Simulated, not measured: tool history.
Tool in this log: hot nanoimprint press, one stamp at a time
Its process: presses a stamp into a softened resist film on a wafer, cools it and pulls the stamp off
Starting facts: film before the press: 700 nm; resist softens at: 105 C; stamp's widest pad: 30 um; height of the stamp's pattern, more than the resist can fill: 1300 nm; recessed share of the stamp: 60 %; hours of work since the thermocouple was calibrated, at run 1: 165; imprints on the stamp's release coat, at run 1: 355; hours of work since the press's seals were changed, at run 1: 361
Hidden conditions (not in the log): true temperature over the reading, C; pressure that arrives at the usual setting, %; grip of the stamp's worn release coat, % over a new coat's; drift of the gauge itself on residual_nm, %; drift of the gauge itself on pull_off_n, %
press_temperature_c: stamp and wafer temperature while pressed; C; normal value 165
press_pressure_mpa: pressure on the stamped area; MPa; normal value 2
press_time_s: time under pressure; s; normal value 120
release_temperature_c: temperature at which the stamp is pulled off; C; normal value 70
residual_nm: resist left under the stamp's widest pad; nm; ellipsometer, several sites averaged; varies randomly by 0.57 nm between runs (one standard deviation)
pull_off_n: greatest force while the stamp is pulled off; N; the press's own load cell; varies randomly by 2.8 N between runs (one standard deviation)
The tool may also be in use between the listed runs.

run	hour	press_temperature_c	press_pressure_mpa	press_time_s	release_temperature_c	hours of work since the thermocouple was calibrated	imprints on the stamp's release coat	hours of work since the press's seals were changed	residual_nm	pull_off_n
1	0	165	2	120	70	165	355	361	369.3	134
2	9.3	165	2	120	70	172	393	368	368.6	135
3	22.7	153	2	120	70	183	447	378	601.4	131
4	36.4	153	2	120	70	193	503	389	602.4	136
5	50.1	153	2	120	70	204	559	399	601.3	135
6	59.3	168	2	120	70	211	597	406	312.5	131
7	75.8	168	2	120	70	223	664	419	312.4	136
8	86.2	168	2	120	70	231	706	427	312.2	136
9	101.1	168	2.03	120	70	243	767	438	310.3	130
10	113.4	165	2	120	70	252	818	448	368.2	136
11	128.7	165	1.63	120	70	264	880	459	402.7	138
12	143.9	165	1.63	120	70	275	942	471	402.4	133
13	151	165	2.52	120	70	281	971	476	329.4	138
14	158.7	165	2	198	70	287	1002	482	309	135
15	172.2	165	2	198	70	297	1057	493	308.9	133
16	181.9	165	2	120	70	304	1097	500	366.8	135
17	192.8	165	2	120	70	313	1141	508	366.7	138
18	209.3	159	2.7	146	61	325	1208	521	415.1	159
19	222.2	165	1.46	199	70	335	1261	531	357.3	131
20	236.1	165	2.1	149	68	346	1318	541	333	145
21	244.5	165	2	154	62	352	1352	548	335.7	160
22	255.8	165	2.47	188	62	361	1398	556	282.7	158
# hour 258.3: gauge calibrated
23	271.4	175	2	120	70	373	1462	568	212.5	129
# hour 280.6: plate thermocouple calibrated
24	288.4	164	1.69	120	70	6	1519	579	417.9	137
25	302.3	165	2.06	79	77	17	1575	590	414.9	116
26	318.4	175	2.88	113	70	29	1641	602	178	136
27	334.7	158	2.12	120	70	41	1708	614	504	132
28	349.1	173	2.12	120	70	52	1767	625	229.3	135
29	365.1	173	2.12	175	56	65	1832	637	198	171
30	372.1	173	1.82	120	70	70	1860	643	249	133
31	380.2	155	1.86	221	64	76	1893	649	518.7	147

Alternative continuations, all from the tool just after run 31; predict every row:
A	393.4	165	2.84	90	70	86	1947	659	?	?
B	393.4	160	1.86	221	76	86	1947	659	?	?
C	393.4	176	1.65	221	64	86	1947	659	?	?

run	residual_nm	pull_off_n
A	344.4	135
B	408.1	122
C	173.9	152
What these runs would have given with no unlogged condition in the tool:
run	residual_nm	pull_off_n
A	345.7	132
B	409.7	120
C	174.6	149
